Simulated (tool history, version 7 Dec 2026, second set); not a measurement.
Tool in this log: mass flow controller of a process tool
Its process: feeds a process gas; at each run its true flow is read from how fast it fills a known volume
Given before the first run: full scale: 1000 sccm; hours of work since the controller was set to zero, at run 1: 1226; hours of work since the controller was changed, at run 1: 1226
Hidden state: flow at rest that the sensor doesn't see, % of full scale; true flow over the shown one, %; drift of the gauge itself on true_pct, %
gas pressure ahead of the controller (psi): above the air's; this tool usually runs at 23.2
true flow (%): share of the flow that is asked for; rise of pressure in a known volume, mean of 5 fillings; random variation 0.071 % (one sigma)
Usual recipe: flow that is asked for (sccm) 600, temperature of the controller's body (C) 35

run,hour,flow that is asked for (sccm),gas pressure ahead of the controller (psi),temperature of the controller's body (C),hours of work since the controller was set to zero,hours of work since the controller was changed,true flow (%)
1,0,600,23.2,35,1226,1226,99.97
2,192.4,600,23.2,35,1297,1297,99.91
3,336.1,600,23.2,23,1351,1351,98.97
4,666.8,600,23.2,23,1473,1473,99.1
5,955.2,600,23.2,23,1580,1580,99.12
6,1230.8,600,23.2,23,1682,1682,99.13
7,1431.2,600,23.2,23,1756,1756,99.37
8,1615.2,734,23.2,35,1825,1825,100.44
9,1812.6,734,23.2,35,1898,1898,100.51
10,1957.6,734,23.2,35,1951,1951,100.64
11,2152.7,600,23.2,36,2024,2024,100.32
12,2385.8,600,37.9,36,2110,2110,100.76
13,2658.5,600,22.2,35,2211,2211,100.3
14,2824.6,106,22.2,35,2273,2273,99.97
15,2968.4,600,31.6,35,2326,2326,100.62
16,3109.7,600,31.6,35,2378,2378,100.67
17,3447.4,600,30.6,35,2503,2503,100.69
18,3747.8,157,23.2,35,2615,2615,99.89
19,4037.4,157,23.2,33,2722,2722,100
20,4263.2,600,23.2,35,2806,2806,100.64
21,4422.6,309,40.3,35,2865,2865,100.43
22,4728.5,187,40.3,35,2978,2978,100.45
23,4909.6,636,40.3,35,3045,3045,101.21
# hour 4931.7: controller's zero set anew
24,5068.7,636,23.8,20,51,3104,99.65
25,5208.4,122,23.5,24,103,3156,100.18
26,5415.5,600,23.2,38,179,3232,100.98
27,5664.2,600,25.1,29,271,3324,100.41
28,5806.9,298,20.9,39,324,3377,100.71
# hour 5943: controller's zero set anew, once more
29,5960,600,23.2,25,6,3434,99.8
30,6241.6,508,24.9,37,111,3538,100.41
31,6445.4,508,24.9,32,186,3614,100.09
32,6665.5,508,24.9,32,268,3695,100.04
33,6996.4,463,24.1,40,390,3818,100.78
34,7278.6,120,37.9,21,495,3922,98.89
35,7535,120,29.4,35,590,4017,99.93
36,7808.5,657,24.9,35,691,4119,100.97
37,8132.3,600,32.9,35,811,4239,100.94
38,8299,405,33.8,35,873,4300,100.52
39,8608.7,405,33.8,35,988,4415,100.71

5 options for the next run, each taken on its own from the tool as it stands now. Forecast them:
A,8790.4,405,37.6,35,1055,4482,?
B,8790.4,395,23.2,35,1055,4482,?
C,8790.4,631,39.3,35,1055,4482,?
D,8790.4,405,30.5,29,1055,4482,?
E,8790.4,421,34.8,24,1055,4482,?

run,true flow (%)
A,100.81
B,100.38
C,101.33
D,100.03
E,99.93
With the hidden condition removed and each run's random variation left untouched, the same runs would have given:
run,true flow (%)
A,99.35
B,98.91
C,99.93
D,98.56
E,98.47
